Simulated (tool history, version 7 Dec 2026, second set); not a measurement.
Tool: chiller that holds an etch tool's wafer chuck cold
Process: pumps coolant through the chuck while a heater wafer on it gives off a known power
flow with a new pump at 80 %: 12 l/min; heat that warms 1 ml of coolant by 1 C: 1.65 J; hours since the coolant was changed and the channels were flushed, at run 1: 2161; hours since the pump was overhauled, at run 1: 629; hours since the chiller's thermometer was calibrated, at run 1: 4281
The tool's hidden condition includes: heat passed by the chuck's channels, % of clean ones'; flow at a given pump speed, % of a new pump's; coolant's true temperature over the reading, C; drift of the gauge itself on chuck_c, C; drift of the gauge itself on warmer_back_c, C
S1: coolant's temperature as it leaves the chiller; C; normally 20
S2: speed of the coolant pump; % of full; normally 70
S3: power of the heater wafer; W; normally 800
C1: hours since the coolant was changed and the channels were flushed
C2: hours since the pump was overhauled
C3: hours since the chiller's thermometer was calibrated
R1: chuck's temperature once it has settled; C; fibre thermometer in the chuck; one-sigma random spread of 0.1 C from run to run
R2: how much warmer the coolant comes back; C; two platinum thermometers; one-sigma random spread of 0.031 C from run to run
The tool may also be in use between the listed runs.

{"run": 1, "hour": 0.0, "S1": 20, "S2": 70, "S3": 800, "C1": 2161, "C2": 629, "C3": 4281, "R1": 29, "R2": 2.74}
{"run": 2, "hour": 66.0, "S1": 20, "S2": 70, "S3": 800, "C1": 2227, "C2": 695, "C3": 4347, "R1": 29.1, "R2": 2.79}
{"run": 3, "hour": 116.1, "S1": 20, "S2": 70, "S3": 800, "C1": 2277, "C2": 745, "C3": 4397, "R1": 29.1, "R2": 2.75}
{"hour": 195.8, "done": "chiller's thermometer calibrated"}
{"run": 4, "hour": 198.6, "S1": 20, "S2": 70, "S3": 800, "C1": 2358, "C2": 827, "C3": 3, "R1": 29.1, "R2": 2.77}
{"run": 5, "hour": 286.6, "S1": 20, "S2": 70, "S3": 800, "C1": 2446, "C2": 915, "C3": 91, "R1": 29.1, "R2": 2.77}
{"run": 6, "hour": 329.5, "S1": 20, "S2": 70, "S3": 800, "C1": 2489, "C2": 958, "C3": 134, "R1": 29, "R2": 2.76}
{"run": 7, "hour": 395.4, "S1": 20, "S2": 70, "S3": 800, "C1": 2555, "C2": 1024, "C3": 200, "R1": 29, "R2": 2.75}
{"run": 8, "hour": 436.4, "S1": 20, "S2": 70, "S3": 800, "C1": 2596, "C2": 1065, "C3": 241, "R1": 29.1, "R2": 2.76}
{"run": 9, "hour": 481.8, "S1": 20, "S2": 70, "S3": 800, "C1": 2641, "C2": 1110, "C3": 286, "R1": 29, "R2": 2.78}
{"run": 10, "hour": 552.2, "S1": 20, "S2": 70, "S3": 800, "C1": 2712, "C2": 1180, "C3": 356, "R1": 29.1, "R2": 2.77}
{"run": 11, "hour": 633.1, "S1": 20, "S2": 70, "S3": 800, "C1": 2793, "C2": 1261, "C3": 437, "R1": 29.1, "R2": 2.8}
{"run": 12, "hour": 671.1, "S1": 20, "S2": 91, "S3": 800, "C1": 2831, "C2": 1299, "C3": 475, "R1": 27.2, "R2": 2.19}
{"run": 13, "hour": 731.5, "S1": 20, "S2": 91, "S3": 1095, "C1": 2891, "C2": 1360, "C3": 536, "R1": 29.9, "R2": 2.91}
{"run": 14, "hour": 787.4, "S1": 20, "S2": 91, "S3": 1095, "C1": 2947, "C2": 1416, "C3": 592, "R1": 29.7, "R2": 2.9}
{"run": 15, "hour": 854.8, "S1": 20, "S2": 95, "S3": 1095, "C1": 3014, "C2": 1483, "C3": 659, "R1": 29.4, "R2": 2.78}
{"run": 16, "hour": 942.2, "S1": 20, "S2": 95, "S3": 1095, "C1": 3102, "C2": 1570, "C3": 746, "R1": 29.6, "R2": 2.76}
{"run": 17, "hour": 1016.3, "S1": 20, "S2": 95, "S3": 1095, "C1": 3176, "C2": 1645, "C3": 821, "R1": 29.4, "R2": 2.85}
{"run": 18, "hour": 1060.1, "S1": 25, "S2": 97, "S3": 808, "C1": 3220, "C2": 1688, "C3": 864, "R1": 31.9, "R2": 2.04}
{"run": 19, "hour": 1109.6, "S1": 19, "S2": 65, "S3": 455, "C1": 3269, "C2": 1738, "C3": 914, "R1": 24.6, "R2": 1.71}
{"run": 20, "hour": 1177.1, "S1": 19, "S2": 65, "S3": 455, "C1": 3337, "C2": 1805, "C3": 981, "R1": 24.5, "R2": 1.73}
{"run": 21, "hour": 1246.3, "S1": 19, "S2": 65, "S3": 455, "C1": 3406, "C2": 1875, "C3": 1051, "R1": 24.5, "R2": 1.67}
{"run": 22, "hour": 1292.6, "S1": 10, "S2": 69, "S3": 475, "C1": 3452, "C2": 1921, "C3": 1097, "R1": 15.4, "R2": 1.72}
{"run": 23, "hour": 1377.7, "S1": 10, "S2": 69, "S3": 475, "C1": 3537, "C2": 2006, "C3": 1182, "R1": 15.4, "R2": 1.59}
{"run": 24, "hour": 1458.2, "S1": 10, "S2": 69, "S3": 475, "C1": 3618, "C2": 2086, "C3": 1262, "R1": 15.6, "R2": 1.67}
{"run": 25, "hour": 1498.4, "S1": 20, "S2": 71, "S3": 475, "C1": 3658, "C2": 2127, "C3": 1303, "R1": 25.3, "R2": 1.62}
{"run": 26, "hour": 1543.9, "S1": 20, "S2": 71, "S3": 800, "C1": 3703, "C2": 2172, "C3": 1348, "R1": 28.9, "R2": 2.75}
{"run": 27, "hour": 1584.2, "S1": 11, "S2": 70, "S3": 666, "C1": 3744, "C2": 2212, "C3": 1388, "R1": 18.5, "R2": 2.33}
{"run": 28, "hour": 1671.6, "S1": 11, "S2": 70, "S3": 666, "C1": 3831, "C2": 2300, "C3": 1476, "R1": 18.7, "R2": 2.32}
{"run": 29, "hour": 1747.5, "S1": 11, "S2": 70, "S3": 666, "C1": 3907, "C2": 2376, "C3": 1552, "R1": 18.4, "R2": 2.28}
{"run": 30, "hour": 1785.8, "S1": 11, "S2": 70, "S3": 666, "C1": 3945, "C2": 2414, "C3": 1590, "R1": 18.5, "R2": 2.3}
{"run": 31, "hour": 1836.0, "S1": 11, "S2": 70, "S3": 666, "C1": 3996, "C2": 2464, "C3": 1640, "R1": 18.5, "R2": 2.3}
{"run": 32, "hour": 1901.7, "S1": 11, "S2": 70, "S3": 666, "C1": 4061, "C2": 2530, "C3": 1706, "R1": 18.6, "R2": 2.28}

What differs in the tool's unlogged condition from the final listed run ahead of each entry between runs to the first listed run following it?
Logged between run 3 and run 4: chiller's thermometer calibrated (hour 195.8)
  coolant's true temperature over the reading, C: -0.01 -> 0

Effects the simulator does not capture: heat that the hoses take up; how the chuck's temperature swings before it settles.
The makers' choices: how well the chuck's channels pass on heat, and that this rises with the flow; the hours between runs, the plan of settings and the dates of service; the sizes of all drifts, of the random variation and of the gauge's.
